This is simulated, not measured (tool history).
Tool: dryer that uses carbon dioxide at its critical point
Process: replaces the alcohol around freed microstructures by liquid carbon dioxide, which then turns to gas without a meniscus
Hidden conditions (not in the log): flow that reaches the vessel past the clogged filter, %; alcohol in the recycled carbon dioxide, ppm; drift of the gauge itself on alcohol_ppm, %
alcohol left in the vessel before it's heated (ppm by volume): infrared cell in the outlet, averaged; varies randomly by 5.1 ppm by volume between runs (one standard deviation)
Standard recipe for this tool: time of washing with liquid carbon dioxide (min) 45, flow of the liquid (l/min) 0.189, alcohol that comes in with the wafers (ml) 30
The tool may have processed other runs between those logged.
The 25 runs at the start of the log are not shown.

run   hour  time of washing with liquid carbon dioxide (min)  flow of the liquid (l/min)  alcohol that comes in with the wafers (ml)  hours of work since the filter was changed  hours of work since the purifier's bed was changed  alcohol left in the vessel before it's heated (ppm by volume)
 26  172.5                                                45                       0.189                                          23                                          97                                                 114                                                             79
 27  183.4                                                49                       0.196                                          30                                         101                                                 118                                                             49
 28  189.0                                                32                       0.189                                          30                                         103                                                 120                                                            460
 29  196.4                                                32                       0.189                                          49                                         105                                                 122                                                            703
 30  201.7                                                42                       0.133                                          76                                         107                                                 124                                                           1662
 31  210.1                                                42                       0.133                                          76                                         110                                                 127                                                           1696
 32  217.4                                                60                       0.269                                          76                                         113                                                 130                                                             17
 33  223.0                                                54                       0.269                                          40                                         115                                                 132                                                             17
 34  230.4                                                54                       0.269                                          40                                         117                                                 134                                                             24
 35  238.3                                                55                       0.144                                         101                                         120                                                 137                                                            456
 36  245.4                                                68                       0.223                                          93                                         122                                                 140                                                             24
 37  252.5                                                39                       0.189                                          45                                         125                                                 142                                                            282
 38  256.9                                                39                       0.189                                          45                                         126                                                 144                                                            292
 39  265.3                                                64                       0.312                                          45                                         129                                                 147                                                             14
 40  270.0                                                64                       0.312                                          45                                         131                                                 148                                                             30
 41  280.7                                                43                       0.158                                          30                                         135                                                 152                                                            306
 42  289.5                                                46                       0.189                                          30                                         138                                                 155                                                             94
 43  297.6                                                45                       0.137                                          30                                         141                                                 158                                                            488
 44  302.8                                                32                       0.141                                          53                                         142                                                 160                                                           2507
 45  312.0                                                32                       0.141                                          53                                         146                                                 163                                                           2559
 46  318.8                                                40                       0.189                                          30                                         148                                                 165                                                            186
 47  327.0                                                58                       0.189                                          31                                         151                                                 168                                                             35
 48  337.4                                                34                       0.226                                          30                                         154                                                 172                                                            166

Branching from run 48: 3 alternative next runs. What would each branch give?
  A  346.4                                                36                       0.120                                          21                                         158                                                 175                                                              ?
  B  346.4                                                34                       0.169                                          33                                         158                                                 175                                                              ?
  C  346.4                                                53                       0.193                                          33                                         158                                                 175                                                              ?

run  alcohol left in the vessel before it's heated (ppm by volume)
  A                                                           1210
  B                                                            655
  C                                                             46
Take away the tool's hidden state, keep each run's random variation, and the runs would have read:
run  alcohol left in the vessel before it's heated (ppm by volume)
  A                                                           1043
  B                                                            530
  C                                                             21

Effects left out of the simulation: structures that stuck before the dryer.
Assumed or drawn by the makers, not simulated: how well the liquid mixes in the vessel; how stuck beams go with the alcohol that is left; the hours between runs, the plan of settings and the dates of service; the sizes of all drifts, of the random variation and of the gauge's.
